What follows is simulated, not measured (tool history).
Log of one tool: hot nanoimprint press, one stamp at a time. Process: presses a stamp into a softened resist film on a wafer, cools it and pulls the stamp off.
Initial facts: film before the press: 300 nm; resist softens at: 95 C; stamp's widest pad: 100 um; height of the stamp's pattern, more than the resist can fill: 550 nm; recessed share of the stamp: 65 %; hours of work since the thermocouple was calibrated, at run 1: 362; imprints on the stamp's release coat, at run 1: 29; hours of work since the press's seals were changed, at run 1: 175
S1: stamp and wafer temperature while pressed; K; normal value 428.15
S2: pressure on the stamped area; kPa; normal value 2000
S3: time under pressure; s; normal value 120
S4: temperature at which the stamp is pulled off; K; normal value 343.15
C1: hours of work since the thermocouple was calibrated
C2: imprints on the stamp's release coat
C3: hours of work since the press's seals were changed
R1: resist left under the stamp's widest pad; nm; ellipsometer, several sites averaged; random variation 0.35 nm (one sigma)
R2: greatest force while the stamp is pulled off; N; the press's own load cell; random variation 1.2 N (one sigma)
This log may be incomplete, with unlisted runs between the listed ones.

| run | hour | S1 | S2 | S3 | S4 | C1 | C2 | C3 | R1 | R2 |
|---|---|---|---|---|---|---|---|---|---|---|
| 1 | 0 | 428.15 | 2000 | 120 | 343.15 | 362 | 29 | 175 | 158.8 | 201 |
|  | 6.6 | plate thermocouple calibrated |
| 2 | 17.1 | 428.15 | 2000 | 120 | 343.15 | 7 | 72 | 184 | 168.8 | 205 |
| 3 | 30.9 | 425.15 | 2000 | 120 | 343.15 | 17 | 115 | 194 | 190.2 | 206 |
| 4 | 38.7 | 425.15 | 2000 | 120 | 343.15 | 22 | 139 | 199 | 190.2 | 209 |
| 5 | 45 | 425.15 | 2000 | 120 | 343.15 | 27 | 158 | 204 | 189.7 | 208 |
| 6 | 51.6 | 425.15 | 2000 | 120 | 337.15 | 31 | 178 | 208 | 189.7 | 217 |
| 7 | 61.3 | 425.15 | 2000 | 120 | 337.15 | 38 | 208 | 215 | 189.2 | 220 |
| 8 | 70.3 | 425.15 | 2000 | 120 | 337.15 | 44 | 236 | 221 | 189.1 | 218 |
| 9 | 81.3 | 421.15 | 2000 | 120 | 337.15 | 52 | 270 | 229 | 216.6 | 220 |
| 10 | 87.7 | 421.15 | 2000 | 120 | 337.15 | 56 | 289 | 233 | 217.6 | 221 |
| 11 | 96.4 | 421.15 | 2000 | 120 | 337.15 | 62 | 316 | 239 | 216.3 | 222 |
| 12 | 103.5 | 421.15 | 2000 | 120 | 337.15 | 67 | 338 | 244 | 217.4 | 225 |
| 13 | 115.7 | 421.15 | 2000 | 120 | 337.15 | 76 | 375 | 253 | 217.3 | 224 |
| 14 | 125 | 428.15 | 2000 | 120 | 342.15 | 82 | 404 | 259 | 168.2 | 217 |
| 15 | 134.6 | 428.15 | 2000 | 64 | 343.15 | 89 | 434 | 266 | 203 | 217 |
| 16 | 147.4 | 428.15 | 2000 | 64 | 343.15 | 98 | 473 | 275 | 203.2 | 219 |

The next listed run, before its measurement:
| 17 | 161 | 439.15 | 2000 | 120 | 330.15 | 107 | 515 | 284 | ? | ? |

{"run 17": {"R1": 103.2, "R2": 237}}
On a tool with no hidden condition, and with the same random variation, this run would have come out at R1 103.1 nm, R2 219 N.
